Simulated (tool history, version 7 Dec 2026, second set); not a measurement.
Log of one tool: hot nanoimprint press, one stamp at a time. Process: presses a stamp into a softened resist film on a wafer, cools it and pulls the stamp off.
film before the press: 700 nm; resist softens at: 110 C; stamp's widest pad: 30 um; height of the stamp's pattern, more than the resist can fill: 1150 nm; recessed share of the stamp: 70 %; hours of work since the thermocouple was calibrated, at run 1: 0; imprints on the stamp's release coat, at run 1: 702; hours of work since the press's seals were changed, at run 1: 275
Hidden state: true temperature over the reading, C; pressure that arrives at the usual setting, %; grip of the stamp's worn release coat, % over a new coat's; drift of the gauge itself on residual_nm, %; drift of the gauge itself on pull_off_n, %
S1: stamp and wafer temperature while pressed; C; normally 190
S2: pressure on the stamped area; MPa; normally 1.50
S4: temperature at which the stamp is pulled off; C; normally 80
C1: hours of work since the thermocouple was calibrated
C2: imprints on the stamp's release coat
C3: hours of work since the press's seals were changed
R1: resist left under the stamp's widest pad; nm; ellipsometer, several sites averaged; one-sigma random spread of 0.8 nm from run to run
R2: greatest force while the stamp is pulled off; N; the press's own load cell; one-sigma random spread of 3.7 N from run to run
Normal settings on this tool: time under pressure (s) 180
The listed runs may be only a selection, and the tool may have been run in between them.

run 1 hour=0.0 | S1=190 S2=1.50 time_under_pressure_(s)=180 S4=80 | C1=0 C2=702 C3=275 | R1=376.8 R2=228
run 2 hour=49.3 | S1=190 S2=1.50 time_under_pressure_(s)=180 S4=80 | C1=35 C2=943 C3=310 | R1=375.3 R2=238
run 3 hour=103.1 | S1=190 S2=1.50 time_under_pressure_(s)=180 S4=80 | C1=72 C2=1205 C3=347 | R1=374.9 R2=245
run 4 hour=141.1 | S1=190 S2=1.50 time_under_pressure_(s)=180 S4=80 | C1=99 C2=1390 C3=374 | R1=373.6 R2=249
-- hour=187.1 stamp cleaned and given a new release coat
run 5 hour=204.3 | S1=190 S2=1.50 time_under_pressure_(s)=180 S4=80 | C1=139 C2=84 C3=414 | R1=373.0 R2=215
run 6 hour=240.3 | S1=190 S2=1.50 time_under_pressure_(s)=180 S4=80 | C1=165 C2=260 C3=440 | R1=374.3 R2=220
run 7 hour=271.3 | S1=183 S2=1.50 time_under_pressure_(s)=180 S4=80 | C1=186 C2=411 C3=461 | R1=470.5 R2=231
run 8 hour=312.8 | S1=185 S2=1.50 time_under_pressure_(s)=180 S4=80 | C1=215 C2=614 C3=490 | R1=441.3 R2=234
-- hour=365.5 press's hydraulic seals changed and the load cell set to zero
run 9 hour=374.4 | S1=196 S2=1.50 time_under_pressure_(s)=180 S4=80 | C1=253 C2=875 C3=6 | R1=297.5 R2=233
run 10 hour=401.9 | S1=196 S2=1.50 time_under_pressure_(s)=180 S4=80 | C1=272 C2=1009 C3=26 | R1=296.8 R2=250
run 11 hour=443.2 | S1=190 S2=1.50 time_under_pressure_(s)=282 S4=80 | C1=301 C2=1211 C3=55 | R1=317.9 R2=253
run 12 hour=506.0 | S1=190 S2=1.50 time_under_pressure_(s)=129 S4=80 | C1=346 C2=1517 C3=99 | R1=407.7 R2=259
-- hour=522.5 stamp cleaned and given a new release coat
run 13 hour=555.9 | S1=190 S2=1.50 time_under_pressure_(s)=129 S4=80 | C1=376 C2=163 C3=129 | R1=406.5 R2=214
-- hour=595.1 plate thermocouple calibrated
run 14 hour=604.4 | S1=190 S2=1.50 time_under_pressure_(s)=144 S4=80 | C1=7 C2=385 C3=161 | R1=405.9 R2=228
run 15 hour=664.6 | S1=190 S2=1.50 time_under_pressure_(s)=144 S4=80 | C1=49 C2=679 C3=204 | R1=406.2 R2=235
run 16 hour=724.3 | S1=186 S2=1.10 time_under_pressure_(s)=358 S4=66 | C1=91 C2=970 C3=246 | R1=403.8 R2=286
run 17 hour=774.3 | S1=186 S2=1.10 time_under_pressure_(s)=358 S4=66 | C1=126 C2=1214 C3=281 | R1=402.0 R2=301
run 18 hour=833.0 | S1=190 S2=1.77 time_under_pressure_(s)=243 S4=76 | C1=167 C2=1500 C3=322 | R1=313.4 R2=283
-- hour=856.1 stamp cleaned and given a new release coat
run 19 hour=887.9 | S1=197 S2=1.68 time_under_pressure_(s)=279 S4=69 | C1=201 C2=155 C3=356 | R1=234.1 R2=248
run 20 hour=937.0 | S1=193 S2=1.86 time_under_pressure_(s)=353 S4=83 | C1=236 C2=394 C3=391 | R1=236.7 R2=214
run 21 hour=993.9 | S1=189 S2=1.86 time_under_pressure_(s)=154 S4=83 | C1=276 C2=671 C3=431 | R1=368.9 R2=228
run 22 hour=1024.1 | S1=189 S2=1.86 time_under_pressure_(s)=154 S4=83 | C1=297 C2=819 C3=452 | R1=367.4 R2=229
run 23 hour=1053.0 | S1=189 S2=1.86 time_under_pressure_(s)=154 S4=83 | C1=317 C2=959 C3=472 | R1=369.0 R2=226
run 24 hour=1081.6 | S1=189 S2=1.86 time_under_pressure_(s)=99 S4=83 | C1=337 C2=1099 C3=492 | R1=420.3 R2=237
-- hour=1131.8 press's hydraulic seals changed and the load cell set to zero
run 25 hour=1154.0 | S1=190 S2=1.50 time_under_pressure_(s)=130 S4=76 | C1=383 C2=1413 C3=16 | R1=409.4 R2=275
-- hour=1187.3 plate thermocouple calibrated
-- hour=1196.6 stamp cleaned and given a new release coat
run 26 hour=1204.7 | S1=190 S2=1.34 time_under_pressure_(s)=165 S4=76 | C1=8 C2=40 C3=45 | R1=408.5 R2=226
run 27 hour=1263.0 | S1=190 S2=1.34 time_under_pressure_(s)=165 S4=76 | C1=49 C2=324 C3=86 | R1=407.5 R2=242
run 28 hour=1296.2 | S1=190 S2=1.05 time_under_pressure_(s)=154 S4=76 | C1=72 C2=486 C3=109 | R1=459.5 R2=241

Branching from run 28: 4 alternative next runs. What would each branch give?
run A hour=1357.5 | S1=193 S2=1.05 time_under_pressure_(s)=109 S4=76 | C1=115 C2=785 C3=152 | R1=? R2=?
run B hour=1357.5 | S1=197 S2=1.50 time_under_pressure_(s)=180 S4=80 | C1=115 C2=785 C3=152 | R1=? R2=?
run C hour=1357.5 | S1=190 S2=1.15 time_under_pressure_(s)=154 S4=76 | C1=115 C2=785 C3=152 | R1=? R2=?
run D hour=1357.5 | S1=190 S2=1.88 time_under_pressure_(s)=180 S4=80 | C1=115 C2=785 C3=152 | R1=? R2=?

run=A R1=460.8 R2=245
run=B R1=293.0 R2=244
run=C R1=442.3 R2=244
run=D R1=337.7 R2=248
What these runs would have given with no unlogged condition in the tool:
run=A R1=460.5 R2=222
run=B R1=292.4 R2=221
run=C R1=441.9 R2=221
run=D R1=336.8 R2=224
